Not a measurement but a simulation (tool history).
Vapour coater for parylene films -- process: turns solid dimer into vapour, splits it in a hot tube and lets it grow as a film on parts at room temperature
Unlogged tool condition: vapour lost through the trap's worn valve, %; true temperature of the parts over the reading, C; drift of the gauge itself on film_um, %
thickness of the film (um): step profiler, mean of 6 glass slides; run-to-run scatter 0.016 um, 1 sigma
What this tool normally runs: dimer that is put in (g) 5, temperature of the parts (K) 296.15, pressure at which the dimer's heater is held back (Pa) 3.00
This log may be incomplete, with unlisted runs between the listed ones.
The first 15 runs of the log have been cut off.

run	hour	dimer that is put in (g)	temperature of the parts (K)	pressure at which the dimer's heater is held back (Pa)	hours of work since the trap's valve was overhauled	hours of work since the table's thermometer was calibrated	thickness of the film (um)
16	658.0	5	296.15	3.00	153	69	2.16
17	717.9	5	296.15	3.00	186	102	2.14
18	761.0	5	296.15	3.00	210	126	2.15
# hour 765.3: table's thermometer calibrated, once more
19	816.6	5	296.15	3.00	240	28	2.06
20	843.2	5	296.15	3.00	254	43	2.04
21	892.7	5	296.15	3.00	282	70	2.07
22	950.7	5	296.15	3.00	313	102	2.03
23	995.5	9	293.15	9.11	338	126	3.68
24	1036.0	9	293.15	9.11	360	148	3.67
25	1073.0	7	297.15	2.83	380	169	2.75
# hour 1102.1: trap's valve overhauled
26	1123.4	7	297.15	2.83	12	194	3.02
27	1183.7	7	297.15	5.36	45	227	2.86
28	1235.4	7	297.15	5.36	73	256	2.84
29	1285.7	3	296.15	3.00	101	283	1.29
30	1338.2	3	302.15	2.29	130	312	1.08
31	1371.7	8	296.15	3.93	148	330	3.37
32	1407.1	3	296.15	2.87	167	350	1.28
33	1461.4	3	296.15	2.87	197	380	1.27
34	1488.2	9	288.15	11.42	212	394	4.35
35	1547.3	9	288.15	11.42	244	427	4.35
36	1592.3	2	298.15	7.59	269	451	0.74
37	1627.7	5	307.15	7.30	288	471	1.41
38	1652.2	5	301.15	2.95	302	484	1.77
39	1693.2	5	296.15	2.52	324	507	2.07

Predict each of these 4 candidate next runs independently; none follows another, all start after run 39:
A	1722.9	2	305.15	2.52	340	523	?
B	1722.9	2	293.15	2.37	340	523	?
C	1722.9	5	296.15	5.07	340	523	?
D	1722.9	5	296.15	7.33	340	523	?

run	thickness of the film (um)
A	0.64
B	0.90
C	1.95
D	1.94
With the hidden condition removed and each run's random variation left untouched, the same runs would have given:
run	thickness of the film (um)
A	0.69
B	0.97
C	2.10
D	2.09
